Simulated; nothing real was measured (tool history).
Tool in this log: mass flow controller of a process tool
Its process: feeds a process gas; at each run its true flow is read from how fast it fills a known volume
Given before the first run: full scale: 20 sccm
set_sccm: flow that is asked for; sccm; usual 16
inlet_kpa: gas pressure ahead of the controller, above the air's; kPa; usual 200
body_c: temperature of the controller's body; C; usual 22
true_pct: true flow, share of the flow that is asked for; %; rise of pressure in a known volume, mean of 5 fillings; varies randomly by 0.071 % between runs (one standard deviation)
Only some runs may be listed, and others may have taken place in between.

Run 1, day 0.000: usual settings. Result: true_pct 99.47 %.
Run 2, day 1.933: usual settings but set_sccm 4 sccm. Result: true_pct 98.60 %.
Run 3, day 5.775: usual settings but set_sccm 4 sccm. Result: true_pct 98.63 %.
Run 4, day 8.517: usual settings but set_sccm 4 sccm. Result: true_pct 98.70 %.
Run 5, day 11.008: usual settings but set_sccm 4 sccm, inlet_kpa 257 kPa. Result: true_pct 98.30 %.
Run 6, day 13.675: usual settings but body_c 36 C. Result: true_pct 100.64 %.
Run 7, day 16.917: usual settings but set_sccm 3 sccm, inlet_kpa 245 kPa. Result: true_pct 98.09 %.
Run 8, day 20.271: usual settings but set_sccm 14 sccm, inlet_kpa 267 kPa, body_c 38 C. Result: true_pct 100.26 %.
Run 9, day 21.938: usual settings but set_sccm 3 sccm. Result: true_pct 98.29 %.
Run 10, day 23.521: usual settings but set_sccm 5 sccm, inlet_kpa 157 kPa. Result: true_pct 98.85 %.

Here are 4 independent what-if runs from the current tool condition. What would each one return?
Run A, day 26.862: usual settings but set_sccm 5 sccm, inlet_kpa 157 kPa, body_c 24 C. Result: true_pct ?.
Run B, day 26.862: usual settings but set_sccm 2 sccm, body_c 25 C. Result: true_pct ?.
Run C, day 26.862: usual settings but set_sccm 6 sccm. Result: true_pct ?.
Run D, day 26.862: usual settings but inlet_kpa 179 kPa, body_c 37 C. Result: true_pct ?.

run  true_pct
  A     98.94
  B     97.77
  C     98.83
  D    100.83
With the hidden condition removed and each run's random variation left untouched, the same runs would have given:
run  true_pct
  A     99.61
  B     99.46
  C     99.38
  D    101.02
